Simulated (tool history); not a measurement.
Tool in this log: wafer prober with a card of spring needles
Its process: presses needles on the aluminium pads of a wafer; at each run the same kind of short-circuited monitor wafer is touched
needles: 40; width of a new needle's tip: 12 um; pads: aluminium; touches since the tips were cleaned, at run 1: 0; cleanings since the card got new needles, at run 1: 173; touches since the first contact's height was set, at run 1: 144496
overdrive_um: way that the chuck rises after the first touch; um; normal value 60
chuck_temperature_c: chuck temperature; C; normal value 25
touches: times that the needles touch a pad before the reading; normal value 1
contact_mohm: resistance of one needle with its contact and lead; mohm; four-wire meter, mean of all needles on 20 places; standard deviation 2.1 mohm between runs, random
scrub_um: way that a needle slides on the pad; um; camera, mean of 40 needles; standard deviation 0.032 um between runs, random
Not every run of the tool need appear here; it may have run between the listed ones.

run   hour  overdrive_um  chuck_temperature_c  touches  touches since the tips were cleaned  cleanings since the card got new needles  touches since the first contact's height was set  contact_mohm  scrub_um
  1    0.0            60                   25        1                                    0                                       173                                            144496           230     13.43
      12.6  -- tips cleaned on abrasive film
      22.9  -- tips cleaned on abrasive film
      34.1  -- tips cleaned on abrasive film
  2   34.1            60                   90        1                                    0                                       176                                            159984           251     13.50
      44.3  -- tips cleaned on abrasive film
      57.1  -- tips cleaned on abrasive film
      67.4  -- tips cleaned on abrasive film
      75.3  -- height of the first contact set anew
  3   75.5            69                   25        1                                 3573                                       179                                                84           231     15.51
      78.1  -- tips cleaned on abrasive film
      90.8  -- tips cleaned on abrasive film
     101.0  -- tips cleaned on abrasive film
     111.3  -- tips cleaned on abrasive film
     123.9  -- tips cleaned on abrasive film
  4  133.1            44                   25        1                                 4229                                       184                                             26291           234      9.92
     135.8  -- tips cleaned on abrasive film
     146.0  -- tips cleaned on abrasive film
     158.8  -- tips cleaned on abrasive film
     169.0  -- tips cleaned on abrasive film
  5  176.1            60                   49        1                                 3232                                       188                                             45801           240     13.51
     181.2  -- tips cleaned on abrasive film
     193.9  -- tips cleaned on abrasive film
     206.6  -- tips cleaned on abrasive film
     216.9  -- tips cleaned on abrasive film
  6  219.4            60                   49        1                                 1172                                       192                                             65490           240     13.46
     229.6  -- tips cleaned on abrasive film
     239.8  -- tips cleaned on abrasive film
  7  244.2            60                   49        2                                 2013                                       194                                             76755           239     13.49
     251.9  -- tips cleaned on abrasive film
     262.2  -- tips cleaned on abrasive film
     272.4  -- tips cleaned on abrasive film
     285.2  -- tips cleaned on abrasive film
     295.4  -- tips cleaned on abrasive film
  8  298.0            60                   49        2                                 1180                                       199                                            101176           239     13.52
     305.8  -- tips cleaned on abrasive film
     318.5  -- tips cleaned on abrasive film
     328.7  -- tips cleaned on abrasive film
     339.0  -- tips cleaned on abrasive film
  9  344.4            60                   49        2                                 2486                                       203                                            122284           241     13.50
     349.5  -- tips cleaned on abrasive film
     359.8  -- tips cleaned on abrasive film
     370.0  -- tips cleaned on abrasive film
     382.8  -- tips cleaned on abrasive film
 10  385.0            60                   49        2                                 1017                                       207                                            140717           239     13.54
     395.3  -- tips cleaned on abrasive film
     408.1  -- tips cleaned on abrasive film
     420.7  -- tips cleaned on abrasive film
     430.9  -- tips cleaned on abrasive film
     442.3  -- tips cleaned on abrasive film
 11  442.3            46                   25        2                                    0                                       212                                            166738           237     10.41
     452.5  -- tips cleaned on abrasive film
     462.8  -- tips cleaned on abrasive film
     468.2  -- height of the first contact set anew
     473.3  -- tips cleaned on abrasive film
     483.6  -- tips cleaned on abrasive film
     493.8  -- tips cleaned on abrasive film
 12  494.9            46                   50        1                                  511                                       217                                             12139           247     10.41
     505.2  -- tips cleaned on abrasive film
     515.4  -- tips cleaned on abrasive film
     525.7  -- tips cleaned on abrasive film
     535.9  -- tips cleaned on abrasive film
     546.2  -- tips cleaned on abrasive film
 13  549.2            46                   80        2                                 1391                                       222                                             36786           251     10.37
     556.9  -- tips cleaned on abrasive film
     567.1  -- tips cleaned on abrasive film
     577.4  -- tips cleaned on abrasive film
     590.2  -- tips cleaned on abrasive film
 14  596.2            67                  103        1                                 2761                                       226                                             58149           252     15.20
     601.4  -- tips cleaned on abrasive film
     614.0  -- tips cleaned on abrasive film
 15  620.3            50                   35        2                                 2923                                       228                                             69128           236     11.33
     625.5  -- tips cleaned on abrasive film
     638.2  -- tips cleaned on abrasive film
     648.4  -- tips cleaned on abrasive film
     658.6  -- tips cleaned on abrasive film
     668.9  -- tips cleaned on abrasive film
 16  676.5            76                   35        3                                 3506                                       233                                             94661           232     17.20
     679.3  -- tips cleaned on abrasive film
     689.5  -- tips cleaned on abrasive film
     702.2  -- tips cleaned on abrasive film
     712.4  -- tips cleaned on abrasive film
     725.2  -- tips cleaned on abrasive film
 17  728.2            45                   42        1                                 1365                                       238                                            118104           241     10.20
     735.7  -- tips cleaned on abrasive film
     746.0  -- tips cleaned on abrasive film
 18  752.9            60                   64        1                                 3161                                       240                                            129328           245     13.62
     758.0  -- tips cleaned on abrasive film
     768.3  -- tips cleaned on abrasive film
     781.1  -- tips cleaned on abrasive film
     791.3  -- tips cleaned on abrasive film
 19  791.7            40                   64        2                                  194                                       244                                            146963           252      9.09

Forecast each of these 5 alternatives for the next run:
     802.0  -- tips cleaned on abrasive film
     814.7  -- tips cleaned on abrasive film
  A  820.3            60                   25        2                                 2604                                       246                                            159982             ?         ?
     802.0  -- tips cleaned on abrasive film
     814.7  -- tips cleaned on abrasive film
  B  820.3            68                   25        1                                 2604                                       246                                            159982             ?         ?
     802.0  -- tips cleaned on abrasive film
     814.7  -- tips cleaned on abrasive film
  C  820.3            61                   72        2                                 2604                                       246                                            159982             ?         ?
     802.0  -- tips cleaned on abrasive film
     814.7  -- tips cleaned on abrasive film
  D  820.3            41                   64        2                                 2604                                       246                                            159982             ?         ?
     802.0  -- tips cleaned on abrasive film
     814.7  -- tips cleaned on abrasive film
  E  820.3            41                   25        1                                 2604                                       246                                            159982             ?         ?

run  contact_mohm  scrub_um
  A           234     13.63
  B           232     15.50
  C           249     13.87
  D           251      9.29
  E           241      9.32
Take away the tool's hidden state, keep each run's random variation, and the runs would have read:
run  contact_mohm  scrub_um
  A           234     13.43
  B           232     15.28
  C           249     13.67
  D           251      9.15
  E           240      9.19

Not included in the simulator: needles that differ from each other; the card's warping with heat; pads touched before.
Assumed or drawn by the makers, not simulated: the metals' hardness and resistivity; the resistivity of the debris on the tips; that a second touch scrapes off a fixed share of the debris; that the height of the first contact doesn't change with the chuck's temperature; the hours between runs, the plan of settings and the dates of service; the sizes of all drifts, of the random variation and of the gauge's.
